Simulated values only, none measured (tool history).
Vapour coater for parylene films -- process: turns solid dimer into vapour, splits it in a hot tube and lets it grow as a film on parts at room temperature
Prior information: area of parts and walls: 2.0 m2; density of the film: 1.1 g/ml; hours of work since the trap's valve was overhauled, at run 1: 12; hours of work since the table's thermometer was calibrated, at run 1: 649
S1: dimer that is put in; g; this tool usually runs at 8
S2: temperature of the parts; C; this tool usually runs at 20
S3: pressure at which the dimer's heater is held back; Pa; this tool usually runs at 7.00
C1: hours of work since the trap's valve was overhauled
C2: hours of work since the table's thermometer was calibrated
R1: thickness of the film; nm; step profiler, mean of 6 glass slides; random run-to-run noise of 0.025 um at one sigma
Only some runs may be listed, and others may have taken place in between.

run 1 hour=0.0 | S1=8 S2=20 S3=7.00 | C1=12 C2=649 | R1=1900
run 2 hour=27.7 | S1=8 S2=20 S3=7.00 | C1=35 C2=673 | R1=1850
run 3 hour=53.5 | S1=8 S2=20 S3=7.00 | C1=57 C2=694 | R1=1820
run 4 hour=80.8 | S1=8 S2=20 S3=7.00 | C1=80 C2=718 | R1=1890
run 5 hour=115.4 | S1=8 S2=20 S3=7.00 | C1=110 C2=747 | R1=1830
run 6 hour=144.7 | S1=8 S2=20 S3=7.00 | C1=135 C2=772 | R1=1850
run 7 hour=188.4 | S1=8 S2=20 S3=5.35 | C1=172 C2=809 | R1=1810
run 8 hour=215.7 | S1=8 S2=20 S3=7.00 | C1=195 C2=832 | R1=1780
run 9 hour=247.5 | S1=5 S2=20 S3=7.00 | C1=222 C2=859 | R1=1140
run 10 hour=290.6 | S1=5 S2=20 S3=7.00 | C1=259 C2=896 | R1=1100
run 11 hour=332.2 | S1=5 S2=20 S3=7.00 | C1=294 C2=931 | R1=1060
run 12 hour=362.2 | S1=8 S2=21 S3=7.00 | C1=319 C2=957 | R1=1720
run 13 hour=388.8 | S1=8 S2=20 S3=7.00 | C1=342 C2=979 | R1=1730
run 14 hour=430.5 | S1=8 S2=20 S3=7.00 | C1=377 C2=1015 | R1=1700
-- hour=442.2 table's thermometer calibrated
-- hour=453.6 trap's valve overhauled
run 15 hour=473.7 | S1=8 S2=20 S3=7.00 | C1=17 C2=23 | R1=1850
run 16 hour=502.8 | S1=8 S2=30 S3=7.00 | C1=42 C2=48 | R1=1560
run 17 hour=535.7 | S1=8 S2=21 S3=7.00 | C1=70 C2=76 | R1=1860
run 18 hour=579.5 | S1=8 S2=13 S3=7.00 | C1=107 C2=113 | R1=2090
run 19 hour=607.9 | S1=8 S2=13 S3=7.00 | C1=131 C2=137 | R1=2060
run 20 hour=649.7 | S1=7 S2=20 S3=11.80 | C1=167 C2=173 | R1=1550
-- hour=669.3 table's thermometer calibrated, once more
run 21 hour=693.4 | S1=8 S2=15 S3=2.36 | C1=203 C2=21 | R1=2000
run 22 hour=713.8 | S1=6 S2=15 S3=2.36 | C1=220 C2=38 | R1=1500
run 23 hour=734.7 | S1=6 S2=15 S3=2.36 | C1=238 C2=56 | R1=1450
run 24 hour=763.2 | S1=6 S2=25 S3=9.51 | C1=262 C2=80 | R1=1150
run 25 hour=793.0 | S1=8 S2=20 S3=8.11 | C1=287 C2=105 | R1=1690
run 26 hour=814.3 | S1=10 S2=14 S3=7.00 | C1=305 C2=123 | R1=2330
run 27 hour=843.7 | S1=4 S2=22 S3=4.42 | C1=330 C2=148 | R1=850
run 28 hour=880.2 | S1=10 S2=20 S3=3.19 | C1=361 C2=179 | R1=2210
run 29 hour=914.7 | S1=11 S2=20 S3=7.35 | C1=391 C2=208 | R1=2240
-- hour=920.6 trap's valve overhauled
run 30 hour=960.8 | S1=8 S2=21 S3=3.92 | C1=34 C2=244 | R1=1870
run 31 hour=993.0 | S1=8 S2=21 S3=8.66 | C1=61 C2=271 | R1=1800
run 32 hour=1038.0 | S1=7 S2=17 S3=2.32 | C1=100 C2=310 | R1=1810
run 33 hour=1076.7 | S1=7 S2=17 S3=2.32 | C1=133 C2=343 | R1=1750
run 34 hour=1120.8 | S1=4 S2=20 S3=3.40 | C1=170 C2=380 | R1=940
run 35 hour=1160.3 | S1=4 S2=20 S3=3.40 | C1=203 C2=413 | R1=900
run 36 hour=1203.9 | S1=11 S2=18 S3=6.11 | C1=240 C2=450 | R1=2480

3 options for the next run, each taken on its own from the tool as it stands now. Forecast them:
run A hour=1239.1 | S1=4 S2=21 S3=5.67 | C1=270 C2=480 | R1=?
run B hour=1239.1 | S1=3 S2=21 S3=11.12 | C1=270 C2=480 | R1=?
run C hour=1239.1 | S1=6 S2=20 S3=7.00 | C1=270 C2=480 | R1=?

run=A R1=820
run=B R1=620
run=C R1=1300
With no hidden state in the tool, these same runs would have given:
run=A R1=880
run=B R1=660
run=C R1=1390
